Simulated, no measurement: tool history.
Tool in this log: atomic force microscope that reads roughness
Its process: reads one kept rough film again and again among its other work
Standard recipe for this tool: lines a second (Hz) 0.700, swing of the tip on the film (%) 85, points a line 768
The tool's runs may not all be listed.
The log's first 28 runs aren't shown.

run	day	lines a second (Hz)	swing of the tip on the film (%)	points a line	roughness of the kept film (nm (root mean square))
# day 46.188: new tip fitted
29	47.371	2.485	81	754	2.104
# day 48.433: new tip fitted
30	49.412	2.485	81	754	2.137
# day 50.512: new tip fitted
31	51.312	3.019	78	1016	2.121
32	52.308	3.019	78	1016	2.078
# day 52.638: new tip fitted
33	54.583	0.698	61	642	2.313
# day 54.788: new tip fitted
34	55.829	0.698	61	642	2.369
# day 56.879: new tip fitted
35	57.312	0.698	61	642	2.393
36	58.379	1.144	58	656	2.330
# day 58.967: new tip fitted
# day 59.858: height scale calibrated on a step standard
37	60.162	1.144	58	656	2.272
# day 61.075: new tip fitted
38	61.208	1.144	58	656	2.338
39	62.767	1.144	58	656	2.262
# day 63.233: new tip fitted
40	64.896	1.299	58	506	2.277
# day 65.321: new tip fitted
41	67.075	2.382	84	476	2.029
# day 67.512: new tip fitted
42	68.229	2.290	70	314	2.201
# day 69.675: new tip fitted
43	69.917	3.868	70	731	2.149
# day 71.712: new tip fitted
44	72.150	0.522	79	539	2.307
# day 73.783: new tip fitted
45	73.783	0.516	85	486	2.299

3 ways to go on from here, each from the tool as it stands after run 45. What would each give?
# day 75.854: new tip fitted
A	76.133	0.516	71	486	?
# day 75.854: new tip fitted
B	76.133	0.700	71	472	?
# day 75.854: new tip fitted
C	76.133	3.393	73	486	?

run	roughness of the kept film (nm (root mean square))
A	2.324
B	2.313
C	2.148
The same runs, with their run-to-run variation unchanged, on a tool lacking any hidden condition would have given:
run	roughness of the kept film (nm (root mean square))
A	2.337
B	2.326
C	2.160

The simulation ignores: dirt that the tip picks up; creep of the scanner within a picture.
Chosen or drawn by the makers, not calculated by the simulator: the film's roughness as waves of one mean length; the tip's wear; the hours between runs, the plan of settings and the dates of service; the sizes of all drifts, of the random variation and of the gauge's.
